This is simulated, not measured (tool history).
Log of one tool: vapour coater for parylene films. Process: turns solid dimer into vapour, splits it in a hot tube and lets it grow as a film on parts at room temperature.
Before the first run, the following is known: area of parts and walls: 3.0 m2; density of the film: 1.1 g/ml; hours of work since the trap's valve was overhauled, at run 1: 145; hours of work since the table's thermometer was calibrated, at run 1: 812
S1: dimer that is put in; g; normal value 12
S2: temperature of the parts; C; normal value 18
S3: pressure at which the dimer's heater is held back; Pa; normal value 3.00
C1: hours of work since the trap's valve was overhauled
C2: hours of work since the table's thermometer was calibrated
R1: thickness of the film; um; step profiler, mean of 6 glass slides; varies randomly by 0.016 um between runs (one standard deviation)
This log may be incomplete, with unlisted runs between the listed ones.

run	hour	S1	S2	S3	C1	C2	R1
1	0.0	12	18	3.00	145	812	2.20
2	29.3	12	18	3.00	163	830	2.15
3	59.9	12	18	3.00	181	848	2.17
4	88.2	12	11	3.00	198	865	2.42
5	109.0	12	11	3.00	211	878	2.40
6	134.3	12	11	3.00	226	893	2.42
7	165.2	12	11	3.00	245	912	2.41
8	184.9	12	27	3.00	256	924	1.91
# hour 187.6: table's thermometer calibrated
9	216.8	12	27	3.00	275	18	1.88
10	248.2	14	22	3.00	294	36	2.39
11	278.7	14	22	4.68	312	55	2.31
12	296.6	8	11	3.00	323	66	1.61
13	312.6	8	11	3.00	333	75	1.60
14	328.1	12	18	11.75	342	85	1.91
15	343.5	6	18	4.95	351	94	1.05
16	365.5	18	19	8.51	365	107	2.93
17	384.3	7	24	3.00	376	119	1.14

Here are 4 independent what-if runs from the current tool condition. What would each one return?
A	408.3	7	19	5.12	390	133	?
B	408.3	22	18	3.00	390	133	?
C	408.3	5	24	3.00	390	133	?
D	408.3	7	30	5.86	390	133	?

run	R1
A	1.20
B	3.95
C	0.83
D	1.01
Stripped of hidden state, with their random variation kept, the same runs would have yielded:
run	R1
A	1.20
B	3.96
C	0.83
D	1.01
